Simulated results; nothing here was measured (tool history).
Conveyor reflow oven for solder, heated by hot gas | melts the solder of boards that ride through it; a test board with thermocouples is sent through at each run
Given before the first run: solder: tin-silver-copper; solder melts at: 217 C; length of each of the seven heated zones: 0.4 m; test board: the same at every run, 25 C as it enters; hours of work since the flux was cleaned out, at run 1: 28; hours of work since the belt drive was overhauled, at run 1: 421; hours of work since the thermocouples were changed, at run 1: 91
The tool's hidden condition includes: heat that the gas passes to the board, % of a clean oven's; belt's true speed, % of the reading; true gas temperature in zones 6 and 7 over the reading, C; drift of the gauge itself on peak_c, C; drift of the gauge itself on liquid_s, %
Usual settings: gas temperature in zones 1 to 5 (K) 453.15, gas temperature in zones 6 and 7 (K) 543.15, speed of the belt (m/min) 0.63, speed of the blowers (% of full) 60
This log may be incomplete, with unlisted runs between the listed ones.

run  hour  gas temperature in zones 1 to 5 (K)  gas temperature in zones 6 and 7 (K)  speed of the belt (m/min)  speed of the blowers (% of full)  hours of work since the flux was cleaned out  hours of work since the belt drive was overhauled  hours of work since the thermocouples were changed  highest temperature of the board (K)  time above the solder's melting point (s)
  1     0                               453.15                                543.15                       0.63                                60                                            28                                                421                                                  91                                523.25                                       56.8
  2   6.5                               453.15                                543.15                       0.63                                60                                            33                                                426                                                  96                                522.95                                       56.6
  3  12.4                               453.15                                543.15                       0.63                                60                                            38                                                431                                                 100                                522.75                                         57
  4  19.9                               453.15                                543.15                       0.63                                60                                            43                                                436                                                 106                                523.25                                       56.9
  5  27.6                               453.15                                543.15                       0.63                                60                                            49                                                442                                                 112                                523.25                                       56.6
  6  31.5                               453.15                                543.15                       0.63                                60                                            52                                                445                                                 115                                523.45                                       56.4
  7  40.2                               453.15                                546.15                       0.59                                60                                            59                                                452                                                 122                                527.65                                       64.6
  8  48.3                               453.15                                544.15                       0.59                                58                                            65                                                458                                                 128                                525.45                                       63.3
  9  54.7                               440.15                                541.15                       0.59                                58                                            70                                                463                                                 133                                520.25                                       52.8
 10  60.1                               459.15                                545.15                      0.728                                53                                            75                                                468                                                 137                                518.45                                       45.6
 11  65.8                               459.15                                545.15                      0.728                                53                                            79                                                472                                                 142                                518.15                                       45.9

Some steps in highest temperature of the board (K), run to run, broken into two amounts with sign: the step expected even without the hidden condition (settings, incoming material, random variation), and the rest, left for the hidden condition together with whatever gauge scatter is not in both the measured and the hidden-condition-free result:
Run 3 -> 4: no setting changed, nothing entered. highest temperature of the board (K) +0.5: hidden state -0.1, all else +0.6.
Run 8 -> 9: gas temperature in zones 1 to 5 (K) 453.15 -> 440.15, gas temperature in zones 6 and 7 (K) 544.15 -> 541.15. highest temperature of the board (K) -5.2: hidden state -0.1, all else -5.1.
